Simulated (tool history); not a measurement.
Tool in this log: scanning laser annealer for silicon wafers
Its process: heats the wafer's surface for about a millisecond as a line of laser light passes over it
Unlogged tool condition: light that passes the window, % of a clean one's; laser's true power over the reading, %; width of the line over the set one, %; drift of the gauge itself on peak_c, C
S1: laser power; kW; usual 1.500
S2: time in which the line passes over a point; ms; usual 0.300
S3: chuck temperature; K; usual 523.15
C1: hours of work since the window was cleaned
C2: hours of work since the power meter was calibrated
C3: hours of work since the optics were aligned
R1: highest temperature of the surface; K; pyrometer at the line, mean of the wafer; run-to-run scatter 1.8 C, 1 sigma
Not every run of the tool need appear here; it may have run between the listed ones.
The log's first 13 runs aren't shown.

run,day,S1,S2,S3,C1,C2,C3,R1
14,12.075,1.500,0.339,548.15,675,675,208,1377.15
15,13.375,1.519,0.300,523.15,689,689,221,1318.15
16,14.754,1.500,0.300,523.15,703,703,236,1304.15
17,15.342,1.500,0.300,523.15,709,709,242,1306.15
18,16.683,1.562,0.300,526.15,723,723,255,1349.15
19,17.312,1.500,0.211,559.15,729,729,262,1222.15
20,18.067,1.571,0.300,523.15,737,737,269,1356.15
21,18.971,1.321,0.274,513.15,746,746,279,1145.15
22,19.675,1.321,0.274,513.15,753,753,286,1147.15
23,21.033,1.567,0.300,536.15,767,767,300,1367.15
# day 21.675: window over the wafer cleaned
24,22.017,1.509,0.373,560.15,3,776,309,1437.15
25,23.400,1.277,0.253,532.15,18,790,323,1114.15
26,24.421,1.376,0.300,546.15,28,801,334,1242.15
27,25.617,1.376,0.300,546.15,40,813,346,1244.15
28,26.196,1.376,0.300,546.15,46,819,352,1245.15
29,26.850,1.598,0.300,552.15,53,826,358,1403.15
30,27.929,1.518,0.282,531.15,64,837,370,1305.15
31,28.938,1.304,0.300,537.15,74,847,380,1184.15

4 ways to go on from here, each from the tool as it stands after run 31. What would each give?
A,29.767,1.361,0.265,512.15,83,856,388,?
B,29.767,1.591,0.326,523.15,83,856,388,?
C,29.767,1.509,0.267,522.15,83,856,388,?
D,29.767,1.528,0.293,537.15,83,856,388,?

run,R1
A,1159.15
B,1407.15
C,1273.15
D,1332.15
Without the tool's hidden state the same runs would have given:
run,R1
A,1160.15
B,1407.15
C,1273.15
D,1333.15

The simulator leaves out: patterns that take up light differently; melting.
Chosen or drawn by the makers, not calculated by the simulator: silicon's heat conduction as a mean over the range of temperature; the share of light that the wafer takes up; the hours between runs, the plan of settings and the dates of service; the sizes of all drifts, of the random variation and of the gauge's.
